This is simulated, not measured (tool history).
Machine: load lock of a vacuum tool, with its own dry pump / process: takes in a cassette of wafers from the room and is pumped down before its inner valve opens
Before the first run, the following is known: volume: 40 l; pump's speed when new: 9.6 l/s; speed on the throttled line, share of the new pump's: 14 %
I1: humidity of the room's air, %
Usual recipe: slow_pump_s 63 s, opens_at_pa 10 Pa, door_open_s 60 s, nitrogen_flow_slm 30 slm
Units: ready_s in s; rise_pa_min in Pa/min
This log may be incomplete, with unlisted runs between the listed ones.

{"run": 1, "hour": 0.0, "slow_pump_s": 63, "opens_at_pa": 10, "door_open_s": 60, "nitrogen_flow_slm": 30, "I1": 44.7, "ready_s": 93.2, "rise_pa_min": 0.177}
{"run": 2, "hour": 105.4, "slow_pump_s": 63, "opens_at_pa": 10, "door_open_s": 60, "nitrogen_flow_slm": 30, "I1": 44.2, "ready_s": 92.6, "rise_pa_min": 0.179}
{"run": 3, "hour": 234.9, "slow_pump_s": 63, "opens_at_pa": 10, "door_open_s": 60, "nitrogen_flow_slm": 30, "I1": 44.4, "ready_s": 93, "rise_pa_min": 0.19}
{"run": 4, "hour": 327.0, "slow_pump_s": 63, "opens_at_pa": 20, "door_open_s": 60, "nitrogen_flow_slm": 30, "I1": 44.2, "ready_s": 90, "rise_pa_min": 0.191}
{"run": 5, "hour": 410.8, "slow_pump_s": 63, "opens_at_pa": 20, "door_open_s": 60, "nitrogen_flow_slm": 30, "I1": 40.3, "ready_s": 90.5, "rise_pa_min": 0.187}
{"run": 6, "hour": 473.0, "slow_pump_s": 63, "opens_at_pa": 20, "door_open_s": 60, "nitrogen_flow_slm": 30, "I1": 41.8, "ready_s": 90.8, "rise_pa_min": 0.201}
{"run": 7, "hour": 596.4, "slow_pump_s": 93, "opens_at_pa": 10, "door_open_s": 60, "nitrogen_flow_slm": 30, "I1": 48.2, "ready_s": 119.3, "rise_pa_min": 0.201}
{"run": 8, "hour": 705.7, "slow_pump_s": 93, "opens_at_pa": 10, "door_open_s": 60, "nitrogen_flow_slm": 30, "I1": 42.6, "ready_s": 118.5, "rise_pa_min": 0.2}
{"run": 9, "hour": 820.5, "slow_pump_s": 93, "opens_at_pa": 10, "door_open_s": 60, "nitrogen_flow_slm": 30, "I1": 42.4, "ready_s": 119.6, "rise_pa_min": 0.199}
{"run": 10, "hour": 879.6, "slow_pump_s": 93, "opens_at_pa": 10, "door_open_s": 60, "nitrogen_flow_slm": 30, "I1": 40.6, "ready_s": 119.9, "rise_pa_min": 0.201}
{"run": 11, "hour": 946.8, "slow_pump_s": 93, "opens_at_pa": 10, "door_open_s": 60, "nitrogen_flow_slm": 30, "I1": 46.4, "ready_s": 119.5, "rise_pa_min": 0.211}
{"run": 12, "hour": 1061.7, "slow_pump_s": 93, "opens_at_pa": 10, "door_open_s": 60, "nitrogen_flow_slm": 30, "I1": 43.6, "ready_s": 119.7, "rise_pa_min": 0.208}
{"run": 13, "hour": 1145.0, "slow_pump_s": 63, "opens_at_pa": 10, "door_open_s": 60, "nitrogen_flow_slm": 30, "I1": 47.6, "ready_s": 94.1, "rise_pa_min": 0.218}
{"run": 14, "hour": 1204.4, "slow_pump_s": 63, "opens_at_pa": 10, "door_open_s": 60, "nitrogen_flow_slm": 30, "I1": 46.2, "ready_s": 94.4, "rise_pa_min": 0.217}
{"run": 15, "hour": 1323.5, "slow_pump_s": 40, "opens_at_pa": 10, "door_open_s": 60, "nitrogen_flow_slm": 30, "I1": 47.7, "ready_s": 75.2, "rise_pa_min": 0.222}
{"run": 16, "hour": 1401.8, "slow_pump_s": 40, "opens_at_pa": 10, "door_open_s": 60, "nitrogen_flow_slm": 30, "I1": 44.6, "ready_s": 73.8, "rise_pa_min": 0.225}
{"run": 17, "hour": 1527.4, "slow_pump_s": 40, "opens_at_pa": 10, "door_open_s": 60, "nitrogen_flow_slm": 30, "I1": 42, "ready_s": 74.9, "rise_pa_min": 0.217}
{"run": 18, "hour": 1641.3, "slow_pump_s": 40, "opens_at_pa": 10, "door_open_s": 60, "nitrogen_flow_slm": 30, "I1": 44.3, "ready_s": 74.3, "rise_pa_min": 0.23}
{"run": 19, "hour": 1704.2, "slow_pump_s": 40, "opens_at_pa": 10, "door_open_s": 60, "nitrogen_flow_slm": 30, "I1": 45.2, "ready_s": 74.9, "rise_pa_min": 0.238}
{"run": 20, "hour": 1794.7, "slow_pump_s": 71, "opens_at_pa": 16, "door_open_s": 71, "nitrogen_flow_slm": 39, "I1": 43.3, "ready_s": 98.1, "rise_pa_min": 0.241}
{"run": 21, "hour": 1879.5, "slow_pump_s": 52, "opens_at_pa": 11, "door_open_s": 67, "nitrogen_flow_slm": 41, "I1": 43.1, "ready_s": 83.8, "rise_pa_min": 0.237}
{"run": 22, "hour": 1982.8, "slow_pump_s": 63, "opens_at_pa": 13, "door_open_s": 60, "nitrogen_flow_slm": 30, "I1": 42.8, "ready_s": 93, "rise_pa_min": 0.252}
{"run": 23, "hour": 2091.4, "slow_pump_s": 74, "opens_at_pa": 9, "door_open_s": 197, "nitrogen_flow_slm": 27, "I1": 42.3, "ready_s": 103.6, "rise_pa_min": 0.268}
{"run": 24, "hour": 2157.9, "slow_pump_s": 63, "opens_at_pa": 16, "door_open_s": 71, "nitrogen_flow_slm": 6, "I1": 46.8, "ready_s": 92, "rise_pa_min": 0.275}
{"run": 25, "hour": 2264.3, "slow_pump_s": 59, "opens_at_pa": 16, "door_open_s": 158, "nitrogen_flow_slm": 33, "I1": 45.3, "ready_s": 89.9, "rise_pa_min": 0.273}
{"run": 26, "hour": 2336.5, "slow_pump_s": 59, "opens_at_pa": 16, "door_open_s": 158, "nitrogen_flow_slm": 33, "I1": 44.4, "ready_s": 89.4, "rise_pa_min": 0.274}
{"run": 27, "hour": 2415.5, "slow_pump_s": 59, "opens_at_pa": 7, "door_open_s": 158, "nitrogen_flow_slm": 33, "I1": 45.5, "ready_s": 92.8, "rise_pa_min": 0.272}
{"run": 28, "hour": 2524.3, "slow_pump_s": 59, "opens_at_pa": 7, "door_open_s": 158, "nitrogen_flow_slm": 33, "I1": 43.3, "ready_s": 93.1, "rise_pa_min": 0.275}
{"run": 29, "hour": 2644.7, "slow_pump_s": 63, "opens_at_pa": 8, "door_open_s": 60, "nitrogen_flow_slm": 30, "I1": 45.5, "ready_s": 96.1, "rise_pa_min": 0.272}
{"run": 30, "hour": 2704.3, "slow_pump_s": 63, "opens_at_pa": 10, "door_open_s": 60, "nitrogen_flow_slm": 18, "I1": 46.2, "ready_s": 94.8, "rise_pa_min": 0.283}
{"run": 31, "hour": 2778.8, "slow_pump_s": 63, "opens_at_pa": 10, "door_open_s": 60, "nitrogen_flow_slm": 18, "I1": 43, "ready_s": 94.9, "rise_pa_min": 0.284}
{"run": 32, "hour": 2901.7, "slow_pump_s": 63, "opens_at_pa": 10, "door_open_s": 60, "nitrogen_flow_slm": 18, "I1": 49.6, "ready_s": 94.1, "rise_pa_min": 0.286}
{"run": 33, "hour": 3009.5, "slow_pump_s": 86, "opens_at_pa": 10, "door_open_s": 165, "nitrogen_flow_slm": 18, "I1": 45.4, "ready_s": 114.9, "rise_pa_min": 0.3}
{"run": 34, "hour": 3071.9, "slow_pump_s": 86, "opens_at_pa": 10, "door_open_s": 165, "nitrogen_flow_slm": 18, "I1": 45.1, "ready_s": 114.1, "rise_pa_min": 0.308}
{"run": 35, "hour": 3200.4, "slow_pump_s": 86, "opens_at_pa": 10, "door_open_s": 165, "nitrogen_flow_slm": 18, "I1": 46.9, "ready_s": 114.4, "rise_pa_min": 0.314}
{"run": 36, "hour": 3276.5, "slow_pump_s": 65, "opens_at_pa": 11, "door_open_s": 33, "nitrogen_flow_slm": 9, "I1": 44.4, "ready_s": 96.7, "rise_pa_min": 0.308}
{"run": 37, "hour": 3369.1, "slow_pump_s": 63, "opens_at_pa": 11, "door_open_s": 60, "nitrogen_flow_slm": 30, "I1": 42.9, "ready_s": 94.8, "rise_pa_min": 0.303}

4 options for the next run, each taken on its own from the tool as it stands now. Forecast them:
{"run": "A", "hour": 3489.4, "slow_pump_s": 63, "opens_at_pa": 17, "door_open_s": 170, "nitrogen_flow_slm": 24, "I1": 45.3, "ready_s": "?", "rise_pa_min": "?"}
{"run": "B", "hour": 3489.4, "slow_pump_s": 63, "opens_at_pa": 10, "door_open_s": 136, "nitrogen_flow_slm": 30, "I1": 46.1, "ready_s": "?", "rise_pa_min": "?"}
{"run": "C", "hour": 3489.4, "slow_pump_s": 35, "opens_at_pa": 12, "door_open_s": 220, "nitrogen_flow_slm": 30, "I1": 47, "ready_s": "?", "rise_pa_min": "?"}
{"run": "D", "hour": 3489.4, "slow_pump_s": 63, "opens_at_pa": 10, "door_open_s": 53, "nitrogen_flow_slm": 6, "I1": 45.6, "ready_s": "?", "rise_pa_min": "?"}

run=A ready_s=93 rise_pa_min=0.325
run=B ready_s=95 rise_pa_min=0.318
run=C ready_s=71.2 rise_pa_min=0.328
run=D ready_s=96.2 rise_pa_min=0.318
With no hidden state in the tool, these same runs would have given:
run=A ready_s=90.3 rise_pa_min=0.032
run=B ready_s=92 rise_pa_min=0.021
run=C ready_s=68 rise_pa_min=0.033
run=D ready_s=93.2 rise_pa_min=0.031

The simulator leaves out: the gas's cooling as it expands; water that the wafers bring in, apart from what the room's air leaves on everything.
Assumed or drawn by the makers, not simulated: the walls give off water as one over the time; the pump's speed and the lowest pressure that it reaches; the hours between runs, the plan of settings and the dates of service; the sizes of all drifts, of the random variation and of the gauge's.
